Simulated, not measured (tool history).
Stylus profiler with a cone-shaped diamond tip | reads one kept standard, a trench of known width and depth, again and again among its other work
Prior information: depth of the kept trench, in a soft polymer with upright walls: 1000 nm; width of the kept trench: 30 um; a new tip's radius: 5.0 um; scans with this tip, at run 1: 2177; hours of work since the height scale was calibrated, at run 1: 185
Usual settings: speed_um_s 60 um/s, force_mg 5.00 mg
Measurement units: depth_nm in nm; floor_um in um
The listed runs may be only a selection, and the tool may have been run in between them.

run,day,speed_um_s,force_mg,scans with this tip,hours of work since the height scale was calibrated,depth_nm,floor_um
1,0.000,60,5.00,2177,185,1016.78,23.27
2,0.388,60,5.00,2226,189,1016.56,23.25
3,0.967,60,8.36,2298,195,1023.23,23.25
4,1.612,60,8.36,2379,202,1023.48,23.24
5,2.200,49,5.00,2453,208,1016.61,23.20
6,2.854,99,5.00,2535,215,1016.24,23.02
7,3.258,99,5.00,2585,219,1016.79,22.98
8,3.617,99,5.00,2630,223,1016.30,23.00
9,3.917,99,5.00,2667,226,1016.47,22.97
10,4.554,99,5.00,2747,233,1016.60,22.98
11,4.871,60,5.00,2787,236,1016.98,23.14
12,5.488,60,5.00,2864,243,1016.60,23.05
13,5.975,60,5.00,2925,248,1017.00,23.08
14,6.542,60,5.00,2996,254,1016.88,23.05
15,6.854,58,5.00,3035,257,1017.16,23.07
16,7.433,45,5.00,3107,264,1017.32,23.10
17,7.929,117,5.00,3169,269,1016.63,22.77
18,8.408,41,5.00,3229,274,1017.31,23.05
19,9.062,41,5.00,3311,281,1017.04,23.06
20,9.525,41,5.00,3369,286,1016.72,23.08
21,9.929,41,5.00,3420,290,1016.69,23.05
22,10.567,60,5.00,3499,297,1016.92,22.88
23,11.042,60,5.00,3559,302,1017.11,22.90
24,11.458,60,2.59,3611,306,1011.16,22.78
25,11.825,27,3.60,3657,310,1013.88,22.91
# day 11.900: height scale calibrated on a step standard
26,12.283,21,5.89,3711,4,1019.27,23.03
27,12.850,55,2.86,3782,10,1012.95,22.77
28,13.538,48,2.85,3868,17,1012.93,22.81
29,13.983,48,2.16,3924,22,1010.47,22.78
# day 14.238: height scale calibrated on a step standard, once more
30,14.354,48,2.16,3968,1,1009.43,22.71
31,15.033,68,6.32,4053,8,1019.04,22.79
32,15.412,68,6.32,4100,12,1019.11,22.75
33,15.812,68,6.32,4150,17,1018.81,22.80
34,16.496,78,1.71,4236,24,1007.68,22.45
35,16.979,23,5.00,4296,29,1016.46,22.88
36,17.667,45,2.19,4382,36,1009.86,22.69
37,18.229,45,2.19,4453,42,1009.75,22.69
38,18.600,223,2.28,4499,46,1009.96,21.52
39,18.912,223,14.54,4538,50,1033.06,22.34
40,19.583,223,14.54,4622,57,1033.30,22.32
41,20.204,16,14.54,4700,63,1033.56,22.88
42,20.538,16,14.54,4742,67,1032.96,22.81
43,20.912,61,1.71,4788,71,1008.82,22.43
44,21.492,83,3.53,4861,77,1013.70,22.48
45,21.821,83,3.53,4902,81,1013.27,22.40

Below, some changes in depth_nm between adjacent runs. For each, the amount present without the hidden state too (settings, incoming material, random variation) and the amount remaining for the hidden state with gauge scatter not shared by both compared results:
What the log doesn't record here: radius of the tip, um; height scale over the true one, %; drift of the gauge itself on depth_nm, %; drift of the gauge itself on floor_um, %.
Run 2 -> 3: force_mg 5.00 -> 8.36. depth_nm +6.67 nm: hidden state +0.04, all else +6.63.
Run 25 -> 26: speed_um_s 27 -> 21, force_mg 3.60 -> 5.89, height scale calibrated on a step standard. depth_nm +5.39 nm: hidden state +0.39, all else +5.00.
Run 29 -> 30: height scale calibrated on a step standard, once more. depth_nm -1.04 nm: hidden state -1.34, all else +0.30.
Run 33 -> 34: speed_um_s 68 -> 78, force_mg 6.32 -> 1.71. depth_nm -11.13 nm: hidden state +0.03, all else -11.16.
Run 38 -> 39: force_mg 2.28 -> 14.54. depth_nm +23.10 nm: hidden state +0.02, all else +23.08.
Run 42 -> 43: speed_um_s 16 -> 61, force_mg 14.54 -> 1.71. depth_nm -24.14 nm: hidden state +0.00, all else -24.14.
